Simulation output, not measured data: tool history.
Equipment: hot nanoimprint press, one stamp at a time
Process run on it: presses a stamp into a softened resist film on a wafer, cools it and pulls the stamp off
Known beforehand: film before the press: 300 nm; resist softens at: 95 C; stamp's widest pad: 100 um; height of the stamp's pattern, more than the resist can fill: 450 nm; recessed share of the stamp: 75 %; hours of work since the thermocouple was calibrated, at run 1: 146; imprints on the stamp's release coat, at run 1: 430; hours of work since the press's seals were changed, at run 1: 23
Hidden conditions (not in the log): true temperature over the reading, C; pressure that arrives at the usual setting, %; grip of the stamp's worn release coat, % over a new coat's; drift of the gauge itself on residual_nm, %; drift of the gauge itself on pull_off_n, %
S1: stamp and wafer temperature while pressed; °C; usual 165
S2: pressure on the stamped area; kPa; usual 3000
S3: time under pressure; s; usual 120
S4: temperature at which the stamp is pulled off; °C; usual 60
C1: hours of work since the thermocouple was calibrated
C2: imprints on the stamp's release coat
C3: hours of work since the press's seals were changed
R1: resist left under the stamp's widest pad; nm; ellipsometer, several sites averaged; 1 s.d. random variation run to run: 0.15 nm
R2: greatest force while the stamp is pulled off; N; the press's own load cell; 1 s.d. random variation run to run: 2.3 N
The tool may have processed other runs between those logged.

run	hour	S1	S2	S3	S4	C1	C2	C3	R1	R2
1	0	165	3000	120	60	146	430	23	119.4	116
2	28.8	165	3000	120	60	167	537	43	119.6	119
3	55.4	165	3000	155	60	186	637	63	106.9	122
4	76	165	3000	155	60	201	714	77	107	117
5	97.8	165	3000	120	47	216	795	93	118.5	160
6	120.4	165	3000	120	47	232	879	109	118.7	164
7	139.1	161	3000	120	60	246	949	122	135.2	123
8	168.2	165	3000	227	60	266	1057	143	90.2	128
9	184.1	165	3000	120	60	278	1116	154	118.6	134
10	198.5	165	3000	120	60	288	1170	165	118.2	132
11	221.7	165	3000	120	60	305	1257	181	118.7	141
12	235.9	165	3000	120	60	315	1310	191	118.4	141
13	251.9	165	3000	120	60	326	1369	203	118.2	140
14	265	165	3000	120	52	335	1418	212	118.2	166
# hour 275.6: stamp cleaned and given a new release coat
15	295.8	158	3000	120	60	353	76	230	148.5	101
16	316.7	165	2010	120	55	368	154	245	139.4	110
17	344.4	165	3460	91	60	388	257	264	124.9	109
18	356.3	165	3460	91	60	396	301	273	124.4	107
# hour 361.3: plate thermocouple calibrated
19	371.7	165	3460	91	60	7	348	282	121.5	109
20	387.7	165	3760	71	49	19	407	293	130.2	136
21	414.4	165	3760	71	49	38	507	312	130.1	143
22	438.1	165	3760	71	49	55	595	329	129.7	143
# hour 462.8: plate thermocouple calibrated, once more
23	467.8	165	3760	71	49	4	695	348	136.6	152
24	479.9	168	4540	71	49	12	740	357	115.2	154
25	501	174	4310	120	46	27	819	372	77.4	160
26	516.8	174	4310	120	46	39	878	383	77.3	164
27	542.3	174	4310	120	46	57	973	401	77.2	169
28	568.7	174	4690	120	46	76	1071	420	74.4	172
29	582.1	174	4690	120	46	85	1121	429	74.3	174

Below are 3 alternative next runs, each starting from the tool's condition after run 29. Predict each:
A	609.8	161	3440	75	46	105	1224	449	?	?
B	609.8	165	2030	120	60	105	1224	449	?	?
C	609.8	174	2650	120	46	105	1224	449	?	?

run	R1	R2
A	155.6	177
B	140.9	135
C	95.9	174
Stripped of hidden state, with their random variation kept, the same runs would have yielded:
run	R1	R2
A	156	134
B	142.1	103
C	96.2	132
